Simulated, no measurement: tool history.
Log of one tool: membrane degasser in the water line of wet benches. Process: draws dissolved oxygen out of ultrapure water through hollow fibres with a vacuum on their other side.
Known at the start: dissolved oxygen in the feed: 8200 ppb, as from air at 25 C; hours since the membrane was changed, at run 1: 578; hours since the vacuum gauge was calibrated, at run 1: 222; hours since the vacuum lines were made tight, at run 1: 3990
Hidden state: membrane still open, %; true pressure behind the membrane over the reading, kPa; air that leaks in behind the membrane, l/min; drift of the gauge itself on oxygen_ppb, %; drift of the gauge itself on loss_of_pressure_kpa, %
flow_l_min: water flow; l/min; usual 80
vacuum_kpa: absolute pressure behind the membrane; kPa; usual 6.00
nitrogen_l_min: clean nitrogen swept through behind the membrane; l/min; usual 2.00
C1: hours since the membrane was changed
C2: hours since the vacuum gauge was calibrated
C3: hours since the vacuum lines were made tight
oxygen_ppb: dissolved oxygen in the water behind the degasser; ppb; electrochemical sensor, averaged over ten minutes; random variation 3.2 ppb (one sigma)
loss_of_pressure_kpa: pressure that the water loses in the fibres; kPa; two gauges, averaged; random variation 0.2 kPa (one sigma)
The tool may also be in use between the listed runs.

run 1 day=0.000 | flow_l_min=80 vacuum_kpa=6.00 nitrogen_l_min=2.00 | C1=578 C2=222 C3=3990 | oxygen_ppb=320.8 loss_of_pressure_kpa=43.35
run 2 day=1.533 | flow_l_min=80 vacuum_kpa=6.00 nitrogen_l_min=2.00 | C1=614 C2=259 C3=4027 | oxygen_ppb=319.0 loss_of_pressure_kpa=43.51
run 3 day=2.908 | flow_l_min=84 vacuum_kpa=6.00 nitrogen_l_min=2.00 | C1=647 C2=292 C3=4060 | oxygen_ppb=335.6 loss_of_pressure_kpa=45.47
run 4 day=4.454 | flow_l_min=84 vacuum_kpa=6.00 nitrogen_l_min=2.00 | C1=685 C2=329 C3=4097 | oxygen_ppb=338.1 loss_of_pressure_kpa=45.79
run 5 day=5.729 | flow_l_min=84 vacuum_kpa=6.00 nitrogen_l_min=2.00 | C1=715 C2=360 C3=4128 | oxygen_ppb=339.6 loss_of_pressure_kpa=45.45
run 6 day=7.088 | flow_l_min=80 vacuum_kpa=4.95 nitrogen_l_min=2.00 | C1=748 C2=392 C3=4160 | oxygen_ppb=237.4 loss_of_pressure_kpa=43.77
run 7 day=8.475 | flow_l_min=80 vacuum_kpa=4.95 nitrogen_l_min=2.00 | C1=781 C2=426 C3=4194 | oxygen_ppb=240.7 loss_of_pressure_kpa=43.78
run 8 day=10.058 | flow_l_min=80 vacuum_kpa=4.95 nitrogen_l_min=2.00 | C1=819 C2=464 C3=4232 | oxygen_ppb=241.7 loss_of_pressure_kpa=43.57
run 9 day=11.100 | flow_l_min=80 vacuum_kpa=4.95 nitrogen_l_min=2.00 | C1=844 C2=489 C3=4257 | oxygen_ppb=240.2 loss_of_pressure_kpa=43.78
run 10 day=12.938 | flow_l_min=80 vacuum_kpa=9.07 nitrogen_l_min=2.00 | C1=888 C2=533 C3=4301 | oxygen_ppb=551.9 loss_of_pressure_kpa=43.81
run 11 day=13.779 | flow_l_min=80 vacuum_kpa=9.07 nitrogen_l_min=2.00 | C1=908 C2=553 C3=4321 | oxygen_ppb=546.0 loss_of_pressure_kpa=43.67
run 12 day=14.808 | flow_l_min=80 vacuum_kpa=9.07 nitrogen_l_min=2.00 | C1=933 C2=578 C3=4346 | oxygen_ppb=540.3 loss_of_pressure_kpa=43.56
run 13 day=16.658 | flow_l_min=80 vacuum_kpa=9.07 nitrogen_l_min=2.00 | C1=977 C2=622 C3=4390 | oxygen_ppb=556.6 loss_of_pressure_kpa=43.73
run 14 day=17.658 | flow_l_min=80 vacuum_kpa=6.00 nitrogen_l_min=2.00 | C1=1001 C2=646 C3=4414 | oxygen_ppb=319.8 loss_of_pressure_kpa=43.48
run 15 day=18.625 | flow_l_min=80 vacuum_kpa=6.00 nitrogen_l_min=2.00 | C1=1025 C2=669 C3=4437 | oxygen_ppb=320.8 loss_of_pressure_kpa=43.31
run 16 day=20.542 | flow_l_min=80 vacuum_kpa=6.00 nitrogen_l_min=2.00 | C1=1071 C2=715 C3=4483 | oxygen_ppb=328.5 loss_of_pressure_kpa=43.43
run 17 day=21.500 | flow_l_min=80 vacuum_kpa=5.37 nitrogen_l_min=2.96 | C1=1094 C2=738 C3=4506 | oxygen_ppb=226.7 loss_of_pressure_kpa=43.80
run 18 day=22.350 | flow_l_min=71 vacuum_kpa=6.97 nitrogen_l_min=2.42 | C1=1114 C2=759 C3=4527 | oxygen_ppb=315.6 loss_of_pressure_kpa=38.51
run 19 day=24.021 | flow_l_min=77 vacuum_kpa=5.50 nitrogen_l_min=3.04 | C1=1154 C2=799 C3=4567 | oxygen_ppb=220.4 loss_of_pressure_kpa=41.67
run 20 day=25.567 | flow_l_min=77 vacuum_kpa=5.50 nitrogen_l_min=1.68 | C1=1191 C2=836 C3=4604 | oxygen_ppb=295.6 loss_of_pressure_kpa=42.31
run 21 day=27.146 | flow_l_min=80 vacuum_kpa=6.40 nitrogen_l_min=3.47 | C1=1229 C2=874 C3=4642 | oxygen_ppb=264.1 loss_of_pressure_kpa=43.43
run 22 day=28.762 | flow_l_min=80 vacuum_kpa=6.40 nitrogen_l_min=3.47 | C1=1268 C2=913 C3=4680 | oxygen_ppb=264.6 loss_of_pressure_kpa=44.06
run 23 day=30.608 | flow_l_min=52 vacuum_kpa=13.50 nitrogen_l_min=1.95 | C1=1312 C2=957 C3=4725 | oxygen_ppb=607.2 loss_of_pressure_kpa=28.50
run 24 day=31.979 | flow_l_min=49 vacuum_kpa=5.27 nitrogen_l_min=1.07 | C1=1345 C2=990 C3=4758 | oxygen_ppb=231.0 loss_of_pressure_kpa=26.75
run 25 day=33.262 | flow_l_min=79 vacuum_kpa=10.58 nitrogen_l_min=2.36 | C1=1376 C2=1021 C3=4788 | oxygen_ppb=595.4 loss_of_pressure_kpa=42.99
run 26 day=34.512 | flow_l_min=74 vacuum_kpa=10.58 nitrogen_l_min=2.36 | C1=1406 C2=1051 C3=4818 | oxygen_ppb=549.5 loss_of_pressure_kpa=40.47
run 27 day=36.304 | flow_l_min=74 vacuum_kpa=10.58 nitrogen_l_min=2.36 | C1=1449 C2=1094 C3=4861 | oxygen_ppb=556.3 loss_of_pressure_kpa=40.52
run 28 day=37.717 | flow_l_min=74 vacuum_kpa=10.58 nitrogen_l_min=2.36 | C1=1483 C2=1127 C3=4895 | oxygen_ppb=550.9 loss_of_pressure_kpa=40.98
run 29 day=39.592 | flow_l_min=49 vacuum_kpa=7.06 nitrogen_l_min=1.28 | C1=1528 C2=1172 C3=4940 | oxygen_ppb=339.1 loss_of_pressure_kpa=26.92
run 30 day=41.346 | flow_l_min=99 vacuum_kpa=3.88 nitrogen_l_min=2.39 | C1=1570 C2=1215 C3=4982 | oxygen_ppb=205.0 loss_of_pressure_kpa=54.49
run 31 day=43.104 | flow_l_min=83 vacuum_kpa=7.93 nitrogen_l_min=2.00 | C1=1612 C2=1257 C3=5025 | oxygen_ppb=489.5 loss_of_pressure_kpa=45.68
run 32 day=44.483 | flow_l_min=65 vacuum_kpa=12.73 nitrogen_l_min=2.92 | C1=1645 C2=1290 C3=5058 | oxygen_ppb=518.2 loss_of_pressure_kpa=35.43

3 ways to go on from here, each from the tool as it stands after run 32. What would each give?
run A day=45.971 | flow_l_min=75 vacuum_kpa=3.77 nitrogen_l_min=2.00 | C1=1681 C2=1326 C3=5093 | oxygen_ppb=? loss_of_pressure_kpa=?
run B day=45.971 | flow_l_min=65 vacuum_kpa=4.17 nitrogen_l_min=1.64 | C1=1681 C2=1326 C3=5093 | oxygen_ppb=? loss_of_pressure_kpa=?
run C day=45.971 | flow_l_min=62 vacuum_kpa=11.85 nitrogen_l_min=0.81 | C1=1681 C2=1326 C3=5093 | oxygen_ppb=? loss_of_pressure_kpa=?

run=A oxygen_ppb=141.7 loss_of_pressure_kpa=41.09
run=B oxygen_ppb=154.6 loss_of_pressure_kpa=35.85
run=C oxygen_ppb=1082.8 loss_of_pressure_kpa=33.94
Without the tool's hidden state the same runs would have given:
run=A oxygen_ppb=131.3 loss_of_pressure_kpa=40.57
run=B oxygen_ppb=145.0 loss_of_pressure_kpa=35.40
run=C oxygen_ppb=1073.4 loss_of_pressure_kpa=33.51

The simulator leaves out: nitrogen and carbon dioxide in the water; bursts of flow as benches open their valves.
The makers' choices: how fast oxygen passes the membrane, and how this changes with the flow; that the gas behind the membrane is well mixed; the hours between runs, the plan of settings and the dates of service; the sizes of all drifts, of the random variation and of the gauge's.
